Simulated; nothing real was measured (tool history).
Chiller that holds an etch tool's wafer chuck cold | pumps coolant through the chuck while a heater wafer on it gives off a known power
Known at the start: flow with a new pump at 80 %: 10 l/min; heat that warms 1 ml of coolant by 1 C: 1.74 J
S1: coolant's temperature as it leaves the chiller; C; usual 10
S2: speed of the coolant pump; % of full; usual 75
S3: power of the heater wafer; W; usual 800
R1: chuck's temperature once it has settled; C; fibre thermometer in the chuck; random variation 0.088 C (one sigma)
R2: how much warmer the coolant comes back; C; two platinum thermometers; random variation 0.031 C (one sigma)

| run | day | S1 | S2 | S3 | R1 | R2 |
|---|---|---|---|---|---|---|
| 1 | 0 | 10 | 75 | 800 | 16.83 | 2.87 |
| 2 | 9.179 | 10 | 75 | 800 | 16.81 | 2.95 |
| 3 | 13.692 | 10 | 75 | 638 | 15.49 | 2.3 |
| 4 | 20.175 | 10 | 75 | 638 | 15.51 | 2.27 |
| 5 | 27.029 | 10 | 75 | 638 | 15.41 | 2.31 |
| 6 | 33.454 | 10 | 75 | 638 | 15.45 | 2.31 |
| 7 | 43.029 | 10 | 75 | 800 | 16.86 | 2.96 |
| 8 | 47.238 | 10 | 75 | 862 | 17.26 | 3.17 |
| 9 | 56.504 | 10 | 75 | 800 | 16.88 | 2.97 |
| 10 | 65.308 | 5 | 75 | 800 | 11.91 | 2.95 |
| 11 | 70.625 | 9 | 75 | 1166 | 18.96 | 4.31 |
| 12 | 78.442 | 12 | 62 | 650 | 18.22 | 2.84 |
| 13 | 86.121 | 14 | 75 | 573 | 18.71 | 2.11 |
| 14 | 94.488 | 11 | 75 | 1025 | 19.77 | 3.76 |
| 15 | 102.842 | 2 | 75 | 821 | 9.06 | 3.05 |
| 16 | 111.058 | 15 | 89 | 767 | 20.85 | 2.36 |
| 17 | 118.271 | 6 | 92 | 588 | 10.37 | 1.78 |
| 18 | 125.667 | 1 | 84 | 860 | 7.65 | 2.87 |
| 19 | 131.025 | 19 | 70 | 800 | 26.19 | 3.13 |

Not shown: 1 entry that the log had between the listed runs. Between which runs, and how does the tool's hidden state differ before and after?
Between runs 10 and 11: chiller's thermometer calibrated (day 68.204)
  no hidden state differs between the two runs
